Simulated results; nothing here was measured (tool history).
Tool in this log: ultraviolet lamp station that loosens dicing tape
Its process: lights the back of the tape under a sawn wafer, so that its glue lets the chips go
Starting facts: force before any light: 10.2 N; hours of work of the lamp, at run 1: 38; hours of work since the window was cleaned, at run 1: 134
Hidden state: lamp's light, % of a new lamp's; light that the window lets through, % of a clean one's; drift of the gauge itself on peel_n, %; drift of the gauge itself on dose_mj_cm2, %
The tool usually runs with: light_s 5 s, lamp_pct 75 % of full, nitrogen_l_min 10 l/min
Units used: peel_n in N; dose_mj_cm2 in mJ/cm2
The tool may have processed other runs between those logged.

run	day	light_s	lamp_pct	nitrogen_l_min	hours of work of the lamp	hours of work since the window was cleaned	peel_n	dose_mj_cm2
1	0.000	5	75	10	38	134	1.405	518
2	0.979	5	75	10	52	148	1.469	511
3	2.371	5	75	19	72	168	1.141	495
4	4.421	5	75	19	102	198	1.203	492
5	5.808	5	75	19	122	218	1.232	485
6	6.962	5	75	19	139	235	1.309	479
7	8.500	5	75	10	161	257	1.684	468
8	10.458	5	91	10	190	286	1.135	557
9	12.729	5	75	10	223	319	1.857	453
10	13.688	5	75	10	237	333	1.824	448
11	14.821	5	75	10	253	349	1.822	439
12	16.075	5	75	10	272	368	1.839	439
13	17.038	5	90	10	286	381	1.409	523
14	18.954	5	90	10	314	409	1.458	521
15	20.892	5	90	10	342	438	1.551	505
16	22.988	5	90	10	372	468	1.551	486
# day 23.933: window cleaned of glue's vapour
17	24.946	5	90	10	400	15	1.828	446
18	26.546	5	90	10	424	38	1.865	442
19	28.821	5	90	10	457	71	2.034	425
# day 29.467: window cleaned of glue's vapour, once more
20	31.071	5	90	10	489	23	1.268	544
21	33.112	5	90	10	519	53	1.309	532
22	35.167	5	75	10	549	83	1.849	438
23	36.504	5	75	10	568	102	1.942	429
24	38.042	6	95	6	591	125	1.181	640
25	40.338	6	84	6	624	158	1.554	560
26	42.162	6	84	6	651	185	1.629	549
27	43.808	10	63	3	675	209	1.636	675

For run 28, what comes out?
28	45.071	10	63	3	693	227	?	?

Run 28 yielded peel_n 1.694 N, dose_mj_cm2 666 mJ/cm2.
Had the tool carried no hidden state, the very same run would have given peel_n 0.876 N, dose_mj_cm2 923 mJ/cm2.
